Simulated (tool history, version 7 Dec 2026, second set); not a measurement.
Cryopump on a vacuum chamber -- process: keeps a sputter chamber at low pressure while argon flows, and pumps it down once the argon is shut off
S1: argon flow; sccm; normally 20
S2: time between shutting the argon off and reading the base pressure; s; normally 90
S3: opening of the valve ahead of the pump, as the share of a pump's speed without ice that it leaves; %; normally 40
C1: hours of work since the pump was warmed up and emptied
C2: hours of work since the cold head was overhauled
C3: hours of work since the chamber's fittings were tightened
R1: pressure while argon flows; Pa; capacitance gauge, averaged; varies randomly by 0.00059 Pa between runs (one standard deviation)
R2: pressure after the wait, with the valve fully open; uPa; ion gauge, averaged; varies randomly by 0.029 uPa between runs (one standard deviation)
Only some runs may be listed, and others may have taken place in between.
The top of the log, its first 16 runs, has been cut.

run	day	S1	S2	S3	C1	C2	C3	R1	R2
# day 58.121: pump warmed up, emptied and cooled again
17	59.967	20	90	40	31	3019	200	0.0782	1.85
18	62.725	20	90	40	77	3065	246	0.0783	1.89
19	65.504	21	206	48	123	3111	292	0.0707	1.38
20	70.175	21	206	48	200	3189	370	0.0716	1.58
21	74.958	8	90	55	280	3268	449	0.0241	2.40
22	78.412	20	244	23	337	3326	507	0.1398	1.77
23	81.746	20	244	23	393	3381	562	0.1399	1.92
24	85.742	20	244	23	459	3448	629	0.1424	2.15
25	89.367	17	135	50	519	3508	689	0.0587	2.56
26	93.100	14	249	36	582	3570	751	0.0658	2.42
27	95.800	21	48	30	626	3615	796	0.1163	4.32
28	98.188	16	32	16	666	3655	836	0.1614	5.44
29	101.112	16	32	16	715	3703	884	0.1626	5.56
# day 102.171: pump warmed up, emptied and cooled again
30	105.233	16	32	16	51	3768	949	0.1573	5.35
31	108.467	16	32	16	105	3822	1003	0.1564	5.44
32	111.812	16	32	16	160	3878	1059	0.1577	5.48
33	115.400	16	32	16	220	3937	1118	0.1576	5.79
34	119.671	33	90	40	291	4008	1189	0.1352	3.94

3 ways to go on from here, each from the tool as it stands after run 34. What would each give?
A	122.733	17	113	40	342	4059	1240	?	?
B	122.733	20	90	16	342	4059	1240	?	?
C	122.733	15	251	37	342	4059	1240	?	?

run	R1	R2
A	0.0708	3.68
B	0.1980	4.10
C	0.0671	3.40
With the hidden condition removed and each run's random variation left untouched, the same runs would have given:
run	R1	R2
A	0.0663	1.11
B	0.1927	1.44
C	0.0631	0.72

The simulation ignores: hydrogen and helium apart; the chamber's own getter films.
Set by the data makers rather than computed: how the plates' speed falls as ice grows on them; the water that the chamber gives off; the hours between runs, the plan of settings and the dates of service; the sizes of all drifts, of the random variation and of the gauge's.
